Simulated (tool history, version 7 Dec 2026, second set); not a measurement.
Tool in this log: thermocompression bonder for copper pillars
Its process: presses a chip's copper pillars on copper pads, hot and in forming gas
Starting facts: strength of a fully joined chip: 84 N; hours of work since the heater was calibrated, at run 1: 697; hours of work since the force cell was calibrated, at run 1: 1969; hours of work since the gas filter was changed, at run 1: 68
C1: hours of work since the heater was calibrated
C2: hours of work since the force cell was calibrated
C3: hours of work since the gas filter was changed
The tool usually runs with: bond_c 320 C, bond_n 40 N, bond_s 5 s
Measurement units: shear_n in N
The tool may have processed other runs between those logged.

{"run": 1, "hour": 0.0, "bond_c": 320, "bond_n": 40, "bond_s": 5, "C1": 697, "C2": 1969, "C3": 68, "shear_n": 38.4}
{"run": 2, "hour": 62.9, "bond_c": 320, "bond_n": 40, "bond_s": 5, "C1": 743, "C2": 2015, "C3": 114, "shear_n": 37.2}
{"run": 3, "hour": 105.9, "bond_c": 320, "bond_n": 40, "bond_s": 5, "C1": 774, "C2": 2046, "C3": 145, "shear_n": 37}
{"run": 4, "hour": 148.3, "bond_c": 320, "bond_n": 40, "bond_s": 5, "C1": 805, "C2": 2077, "C3": 176, "shear_n": 36.3}
{"hour": 196.0, "done": "heater calibrated with a thermocouple chip"}
{"run": 5, "hour": 217.4, "bond_c": 320, "bond_n": 40, "bond_s": 5, "C1": 16, "C2": 2126, "C3": 226, "shear_n": 40.2}
{"hour": 305.7, "done": "force cell calibrated"}
{"run": 6, "hour": 308.7, "bond_c": 320, "bond_n": 40, "bond_s": 5, "C1": 81, "C2": 2, "C3": 291, "shear_n": 37.9}
{"run": 7, "hour": 374.6, "bond_c": 320, "bond_n": 40, "bond_s": 5, "C1": 130, "C2": 50, "C3": 340, "shear_n": 35.7}
{"run": 8, "hour": 453.3, "bond_c": 320, "bond_n": 40, "bond_s": 5, "C1": 187, "C2": 108, "C3": 397, "shear_n": 35.6}
{"hour": 503.6, "done": "forming gas filter changed"}
{"run": 9, "hour": 513.4, "bond_c": 320, "bond_n": 40, "bond_s": 5, "C1": 231, "C2": 152, "C3": 7, "shear_n": 39.5}
{"run": 10, "hour": 578.8, "bond_c": 320, "bond_n": 40, "bond_s": 5, "C1": 279, "C2": 200, "C3": 55, "shear_n": 38.8}
{"run": 11, "hour": 639.4, "bond_c": 320, "bond_n": 40, "bond_s": 5, "C1": 323, "C2": 244, "C3": 99, "shear_n": 38.8}
{"run": 12, "hour": 688.4, "bond_c": 320, "bond_n": 40, "bond_s": 5, "C1": 359, "C2": 280, "C3": 135, "shear_n": 37.4}
{"run": 13, "hour": 737.9, "bond_c": 327, "bond_n": 40, "bond_s": 5, "C1": 396, "C2": 316, "C3": 172, "shear_n": 40.1}
{"run": 14, "hour": 781.5, "bond_c": 327, "bond_n": 40, "bond_s": 5, "C1": 428, "C2": 348, "C3": 204, "shear_n": 41.3}
{"run": 15, "hour": 859.0, "bond_c": 327, "bond_n": 40, "bond_s": 5, "C1": 484, "C2": 405, "C3": 260, "shear_n": 40.2}
{"run": 16, "hour": 898.8, "bond_c": 320, "bond_n": 40, "bond_s": 5, "C1": 513, "C2": 434, "C3": 290, "shear_n": 35.3}
{"run": 17, "hour": 966.9, "bond_c": 320, "bond_n": 40, "bond_s": 5, "C1": 563, "C2": 484, "C3": 339, "shear_n": 35.5}
{"run": 18, "hour": 1039.2, "bond_c": 320, "bond_n": 40, "bond_s": 5, "C1": 616, "C2": 537, "C3": 392, "shear_n": 34.1}
{"hour": 1094.6, "done": "forming gas filter changed"}
{"run": 19, "hour": 1106.7, "bond_c": 347, "bond_n": 40, "bond_s": 5, "C1": 665, "C2": 586, "C3": 9, "shear_n": 50.6}
{"run": 20, "hour": 1167.0, "bond_c": 320, "bond_n": 40, "bond_s": 5, "C1": 710, "C2": 630, "C3": 53, "shear_n": 37}
{"run": 21, "hour": 1232.8, "bond_c": 320, "bond_n": 48, "bond_s": 6, "C1": 758, "C2": 678, "C3": 101, "shear_n": 44.5}
{"run": 22, "hour": 1271.4, "bond_c": 295, "bond_n": 43, "bond_s": 5, "C1": 786, "C2": 707, "C3": 130, "shear_n": 27.9}
{"hour": 1343.6, "done": "heater calibrated with a thermocouple chip"}
{"run": 23, "hour": 1359.0, "bond_c": 313, "bond_n": 31, "bond_s": 4, "C1": 11, "C2": 769, "C3": 192, "shear_n": 26.1}
{"run": 24, "hour": 1412.2, "bond_c": 295, "bond_n": 27, "bond_s": 6, "C1": 50, "C2": 808, "C3": 231, "shear_n": 20.8}
{"run": 25, "hour": 1449.0, "bond_c": 333, "bond_n": 52, "bond_s": 12, "C1": 77, "C2": 835, "C3": 258, "shear_n": 62.8}
{"run": 26, "hour": 1489.1, "bond_c": 305, "bond_n": 40, "bond_s": 5, "C1": 107, "C2": 865, "C3": 288, "shear_n": 31.2}
{"run": 27, "hour": 1547.8, "bond_c": 305, "bond_n": 40, "bond_s": 5, "C1": 150, "C2": 908, "C3": 331, "shear_n": 30}
{"run": 28, "hour": 1598.5, "bond_c": 304, "bond_n": 49, "bond_s": 6, "C1": 187, "C2": 945, "C3": 368, "shear_n": 36.4}
{"run": 29, "hour": 1673.9, "bond_c": 327, "bond_n": 47, "bond_s": 4, "C1": 242, "C2": 1000, "C3": 423, "shear_n": 39.7}
{"hour": 1689.9, "done": "forming gas filter changed"}
{"run": 30, "hour": 1727.8, "bond_c": 308, "bond_n": 47, "bond_s": 8, "C1": 281, "C2": 1039, "C3": 28, "shear_n": 44.8}
{"run": 31, "hour": 1805.1, "bond_c": 308, "bond_n": 47, "bond_s": 8, "C1": 338, "C2": 1096, "C3": 84, "shear_n": 44}
{"run": 32, "hour": 1872.2, "bond_c": 308, "bond_n": 47, "bond_s": 8, "C1": 387, "C2": 1145, "C3": 134, "shear_n": 42.6}
{"run": 33, "hour": 1948.0, "bond_c": 303, "bond_n": 35, "bond_s": 5, "C1": 442, "C2": 1201, "C3": 189, "shear_n": 26.3}
{"run": 34, "hour": 2028.2, "bond_c": 303, "bond_n": 35, "bond_s": 5, "C1": 501, "C2": 1259, "C3": 248, "shear_n": 26.2}
{"run": 35, "hour": 2104.6, "bond_c": 303, "bond_n": 35, "bond_s": 5, "C1": 557, "C2": 1315, "C3": 304, "shear_n": 25.3}
{"run": 36, "hour": 2147.8, "bond_c": 303, "bond_n": 35, "bond_s": 5, "C1": 589, "C2": 1347, "C3": 335, "shear_n": 25.2}
{"run": 37, "hour": 2228.1, "bond_c": 298, "bond_n": 42, "bond_s": 12, "C1": 648, "C2": 1406, "C3": 394, "shear_n": 37.1}
{"hour": 2282.7, "done": "forming gas filter changed"}
{"run": 38, "hour": 2309.7, "bond_c": 346, "bond_n": 38, "bond_s": 7, "C1": 707, "C2": 1465, "C3": 20, "shear_n": 53.4}
{"run": 39, "hour": 2379.7, "bond_c": 322, "bond_n": 41, "bond_s": 3, "C1": 758, "C2": 1517, "C3": 71, "shear_n": 31.9}
{"run": 40, "hour": 2421.1, "bond_c": 323, "bond_n": 41, "bond_s": 3, "C1": 789, "C2": 1547, "C3": 101, "shear_n": 32.2}

The same runs without the tool's hidden state, with the same run-to-run variation:
Hidden state present: true temperature of the bond over the reading, C; force that reaches the chip, % of what is set; oxide that the forming gas leaves, % of the face; drift of the gauge itself on shear_n, %.
run=1 shear_n=40.5
run=2 shear_n=39.9
run=3 shear_n=40
run=4 shear_n=39.7
run=5 shear_n=40.2
run=6 shear_n=40.3
run=7 shear_n=38.6
run=8 shear_n=39.3
run=9 shear_n=40
run=10 shear_n=39.8
run=11 shear_n=40.4
run=12 shear_n=39.5
run=13 shear_n=42.8
run=14 shear_n=44.4
run=15 shear_n=44
run=16 shear_n=39.1
run=17 shear_n=40
run=18 shear_n=39.2
run=19 shear_n=52.9
run=20 shear_n=39.8
run=21 shear_n=48.3
run=22 shear_n=31.2
run=23 shear_n=27.1
run=24 shear_n=21.9
run=25 shear_n=66.6
run=26 shear_n=33.3
run=27 shear_n=32.6
run=28 shear_n=40
run=29 shear_n=44.3
run=30 shear_n=45.9
run=31 shear_n=45.7
run=32 shear_n=45
run=33 shear_n=28.6
run=34 shear_n=28.9
run=35 shear_n=28.6
run=36 shear_n=28.7
run=37 shear_n=42.9
run=38 shear_n=55.8
run=39 shear_n=34.6
run=40 shear_n=35.3
